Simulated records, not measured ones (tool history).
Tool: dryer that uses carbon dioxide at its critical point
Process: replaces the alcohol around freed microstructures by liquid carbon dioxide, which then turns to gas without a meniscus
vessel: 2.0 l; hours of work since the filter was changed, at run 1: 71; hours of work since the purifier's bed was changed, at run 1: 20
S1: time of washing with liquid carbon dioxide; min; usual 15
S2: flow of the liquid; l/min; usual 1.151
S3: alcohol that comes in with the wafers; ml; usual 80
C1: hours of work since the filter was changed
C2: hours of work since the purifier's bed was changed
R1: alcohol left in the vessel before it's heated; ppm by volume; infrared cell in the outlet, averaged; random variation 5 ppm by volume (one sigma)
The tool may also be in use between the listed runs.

{"run": 1, "hour": 0.0, "S1": 15, "S2": 1.151, "S3": 80, "C1": 71, "C2": 20, "R1": 21}
{"run": 2, "hour": 9.8, "S1": 15, "S2": 1.151, "S3": 80, "C1": 77, "C2": 25, "R1": 20}
{"run": 3, "hour": 17.1, "S1": 15, "S2": 0.86, "S3": 80, "C1": 81, "C2": 29, "R1": 126}
{"run": 4, "hour": 25.9, "S1": 15, "S2": 0.86, "S3": 80, "C1": 85, "C2": 34, "R1": 129}
{"run": 5, "hour": 36.7, "S1": 15, "S2": 1.1, "S3": 80, "C1": 91, "C2": 40, "R1": 28}
{"run": 6, "hour": 46.2, "S1": 15, "S2": 1.1, "S3": 80, "C1": 97, "C2": 45, "R1": 37}
{"run": 7, "hour": 52.8, "S1": 15, "S2": 1.1, "S3": 32, "C1": 100, "C2": 49, "R1": 26}
{"run": 8, "hour": 59.5, "S1": 15, "S2": 1.1, "S3": 32, "C1": 104, "C2": 53, "R1": 27}
{"run": 9, "hour": 66.9, "S1": 15, "S2": 1.27, "S3": 80, "C1": 108, "C2": 57, "R1": 18}
{"run": 10, "hour": 72.6, "S1": 15, "S2": 1.151, "S3": 117, "C1": 111, "C2": 60, "R1": 40}
{"run": 11, "hour": 77.0, "S1": 15, "S2": 1.151, "S3": 117, "C1": 114, "C2": 62, "R1": 46}
{"run": 12, "hour": 87.9, "S1": 15, "S2": 1.151, "S3": 80, "C1": 120, "C2": 68, "R1": 34}
{"run": 13, "hour": 98.2, "S1": 15, "S2": 1.151, "S3": 80, "C1": 125, "C2": 74, "R1": 34}
{"run": 14, "hour": 107.3, "S1": 15, "S2": 1.151, "S3": 80, "C1": 130, "C2": 79, "R1": 30}
{"run": 15, "hour": 117.0, "S1": 15, "S2": 1.151, "S3": 80, "C1": 136, "C2": 84, "R1": 40}
{"run": 16, "hour": 127.6, "S1": 15, "S2": 1.151, "S3": 80, "C1": 141, "C2": 90, "R1": 36}
{"run": 17, "hour": 134.8, "S1": 15, "S2": 1.151, "S3": 80, "C1": 145, "C2": 94, "R1": 33}
{"run": 18, "hour": 145.0, "S1": 15, "S2": 1.151, "S3": 80, "C1": 151, "C2": 100, "R1": 44}
{"run": 19, "hour": 149.5, "S1": 15, "S2": 1.151, "S3": 80, "C1": 153, "C2": 102, "R1": 38}
{"run": 20, "hour": 159.8, "S1": 15, "S2": 1.151, "S3": 80, "C1": 159, "C2": 108, "R1": 47}
{"run": 21, "hour": 169.2, "S1": 15, "S2": 1.151, "S3": 80, "C1": 164, "C2": 113, "R1": 50}
{"hour": 171.0, "done": "inlet filter changed"}
{"run": 22, "hour": 178.9, "S1": 15, "S2": 1.151, "S3": 80, "C1": 4, "C2": 118, "R1": 38}
{"run": 23, "hour": 189.4, "S1": 16, "S2": 1.151, "S3": 23, "C1": 10, "C2": 124, "R1": 25}
{"run": 24, "hour": 194.5, "S1": 16, "S2": 1.151, "S3": 23, "C1": 13, "C2": 127, "R1": 28}
{"run": 25, "hour": 202.1, "S1": 9, "S2": 1.07, "S3": 80, "C1": 17, "C2": 131, "R1": 443}
{"run": 26, "hour": 207.7, "S1": 20, "S2": 1.03, "S3": 80, "C1": 20, "C2": 134, "R1": 30}
{"run": 27, "hour": 214.9, "S1": 20, "S2": 1.03, "S3": 92, "C1": 24, "C2": 138, "R1": 25}
{"run": 28, "hour": 223.8, "S1": 11, "S2": 0.87, "S3": 22, "C1": 29, "C2": 143, "R1": 150}
{"run": 29, "hour": 234.4, "S1": 11, "S2": 0.87, "S3": 22, "C1": 35, "C2": 149, "R1": 155}
{"run": 30, "hour": 242.0, "S1": 11, "S2": 0.91, "S3": 22, "C1": 39, "C2": 153, "R1": 138}
{"run": 31, "hour": 247.9, "S1": 11, "S2": 0.79, "S3": 117, "C1": 42, "C2": 156, "R1": 1061}
{"run": 32, "hour": 254.8, "S1": 13, "S2": 0.79, "S3": 117, "C1": 46, "C2": 160, "R1": 539}
{"run": 33, "hour": 264.6, "S1": 15, "S2": 1.25, "S3": 80, "C1": 52, "C2": 165, "R1": 35}
{"run": 34, "hour": 269.9, "S1": 11, "S2": 0.72, "S3": 60, "C1": 55, "C2": 168, "R1": 811}
{"run": 35, "hour": 274.9, "S1": 11, "S2": 0.72, "S3": 60, "C1": 57, "C2": 171, "R1": 832}
{"run": 36, "hour": 284.9, "S1": 24, "S2": 0.8, "S3": 24, "C1": 63, "C2": 176, "R1": 31}
{"run": 37, "hour": 289.9, "S1": 16, "S2": 1.7, "S3": 80, "C1": 66, "C2": 179, "R1": 39}
{"run": 38, "hour": 294.8, "S1": 22, "S2": 1.09, "S3": 80, "C1": 68, "C2": 182, "R1": 45}
{"run": 39, "hour": 299.6, "S1": 13, "S2": 1.95, "S3": 49, "C1": 71, "C2": 184, "R1": 43}
{"run": 40, "hour": 307.4, "S1": 9, "S2": 1.19, "S3": 80, "C1": 75, "C2": 189, "R1": 309}
{"run": 41, "hour": 314.7, "S1": 15, "S2": 0.7, "S3": 55, "C1": 79, "C2": 193, "R1": 274}
{"run": 42, "hour": 324.7, "S1": 11, "S2": 1.1, "S3": 51, "C1": 85, "C2": 198, "R1": 145}
{"run": 43, "hour": 335.5, "S1": 10, "S2": 0.79, "S3": 80, "C1": 91, "C2": 204, "R1": 1181}

How the hidden state differs across the entries between the runs, from the last listed run before each to the first after it:
Between runs 21 and 22: inlet filter changed (hour 171.0)
  flow that reaches the vessel past the clogged filter, %: 91.2 -> 99.7; alcohol in the recycled carbon dioxide, ppm: 22.8 -> 23.6
  measured less the result without the state, R1: +29 -> +19 ppm by volume

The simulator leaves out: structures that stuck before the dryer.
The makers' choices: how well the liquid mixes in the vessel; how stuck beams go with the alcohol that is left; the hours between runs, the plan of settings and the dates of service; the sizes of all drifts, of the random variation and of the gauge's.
